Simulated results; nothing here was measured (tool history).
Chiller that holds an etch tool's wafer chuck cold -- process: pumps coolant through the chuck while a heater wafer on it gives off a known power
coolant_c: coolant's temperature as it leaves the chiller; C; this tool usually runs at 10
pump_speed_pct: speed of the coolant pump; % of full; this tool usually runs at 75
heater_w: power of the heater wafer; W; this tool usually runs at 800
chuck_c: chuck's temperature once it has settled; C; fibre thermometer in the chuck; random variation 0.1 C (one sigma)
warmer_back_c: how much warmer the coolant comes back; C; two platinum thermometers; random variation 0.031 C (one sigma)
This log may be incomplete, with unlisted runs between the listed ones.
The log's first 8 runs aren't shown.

run,hour,coolant_c,pump_speed_pct,heater_w,chuck_c,warmer_back_c
9,442.1,10,75,800,16.7,3.14
10,498.2,10,75,808,16.7,3.16
11,566.8,10,69,800,17.2,3.44
12,609.2,10,90,800,15.6,2.56
13,661.5,10,67,800,17.3,3.61
14,703.3,9,75,800,15.6,3.12
15,742.9,9,75,800,15.7,3.13
16,799.8,9,75,800,15.7,3.14
17,833.0,6,75,800,12.7,3.25
18,894.6,6,71,609,11.2,2.55
19,966.3,4,90,592,7.9,1.91
20,1005.8,15,75,792,21.5,3.18
21,1070.7,15,75,792,21.7,3.13
22,1108.3,15,75,792,21.7,3.19
23,1159.0,10,75,800,16.8,3.20
24,1197.1,10,75,1145,19.5,4.55
25,1258.7,9,63,800,16.8,3.91
26,1326.8,15,65,546,20.0,2.57
27,1376.9,10,64,644,16.1,3.06
28,1446.7,10,73,644,15.4,2.71
29,1504.4,12,93,441,14.7,1.40
30,1538.5,12,93,441,15.0,1.40
31,1587.0,10,94,800,15.6,2.51
32,1648.6,10,88,800,16.0,2.67

Below are 3 alternative next runs, each starting from the tool's condition after run 32. Predict each:
A,1700.2,15,91,811,?,?
B,1700.2,10,70,800,?,?
C,1700.2,1,75,669,?,?

run,chuck_c,warmer_back_c
A,20.8,2.56
B,17.2,3.51
C,6.5,2.64
Stripped of hidden state, with their random variation kept, the same runs would have yielded:
run,chuck_c,warmer_back_c
A,20.3,2.33
B,16.5,3.21
C,6.0,2.40
